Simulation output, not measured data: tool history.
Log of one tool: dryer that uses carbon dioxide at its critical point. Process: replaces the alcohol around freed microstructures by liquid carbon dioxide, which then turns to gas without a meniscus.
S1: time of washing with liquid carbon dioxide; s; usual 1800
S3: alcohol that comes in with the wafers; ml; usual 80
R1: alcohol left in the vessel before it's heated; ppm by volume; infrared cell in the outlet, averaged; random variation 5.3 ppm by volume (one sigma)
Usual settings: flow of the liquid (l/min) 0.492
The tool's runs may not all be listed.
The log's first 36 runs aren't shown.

{"run": 37, "hour": 1492.1, "S1": 1140, "flow of the liquid (l/min)": 0.397, "S3": 32, "R1": 918}
{"run": 38, "hour": 1526.6, "S1": 1920, "flow of the liquid (l/min)": 0.731, "S3": 105, "R1": 46}
{"run": 39, "hour": 1580.7, "S1": 1320, "flow of the liquid (l/min)": 0.715, "S3": 32, "R1": 97}
{"run": 40, "hour": 1614.2, "S1": 1320, "flow of the liquid (l/min)": 0.428, "S3": 32, "R1": 517}
{"run": 41, "hour": 1646.7, "S1": 1800, "flow of the liquid (l/min)": 0.538, "S3": 80, "R1": 145}
{"run": 42, "hour": 1691.7, "S1": 1800, "flow of the liquid (l/min)": 0.492, "S3": 67, "R1": 195}
{"run": 43, "hour": 1731.5, "S1": 1800, "flow of the liquid (l/min)": 0.492, "S3": 67, "R1": 203}
{"run": 44, "hour": 1777.3, "S1": 1440, "flow of the liquid (l/min)": 0.424, "S3": 79, "R1": 1084}
{"hour": 1826.1, "done": "inlet filter changed"}
{"run": 45, "hour": 1828.4, "S1": 2100, "flow of the liquid (l/min)": 0.424, "S3": 34, "R1": 96}
{"run": 46, "hour": 1874.9, "S1": 1440, "flow of the liquid (l/min)": 0.366, "S3": 115, "R1": 1720}
{"run": 47, "hour": 1932.7, "S1": 1800, "flow of the liquid (l/min)": 0.829, "S3": 39, "R1": 59}

3 ways to go on from here, each from the tool as it stands after run 47. What would each give?
{"run": "A", "hour": 1970.7, "S1": 1140, "flow of the liquid (l/min)": 0.829, "S3": 27, "R1": "?"}
{"run": "B", "hour": 1970.7, "S1": 2580, "flow of the liquid (l/min)": 0.795, "S3": 53, "R1": "?"}
{"run": "C", "hour": 1970.7, "S1": 1560, "flow of the liquid (l/min)": 0.317, "S3": 96, "R1": "?"}

run=A R1=76
run=B R1=51
run=C R1=1821
Without the tool's hidden state the same runs would have given:
run=A R1=21
run=B R1=3
run=C R1=1607
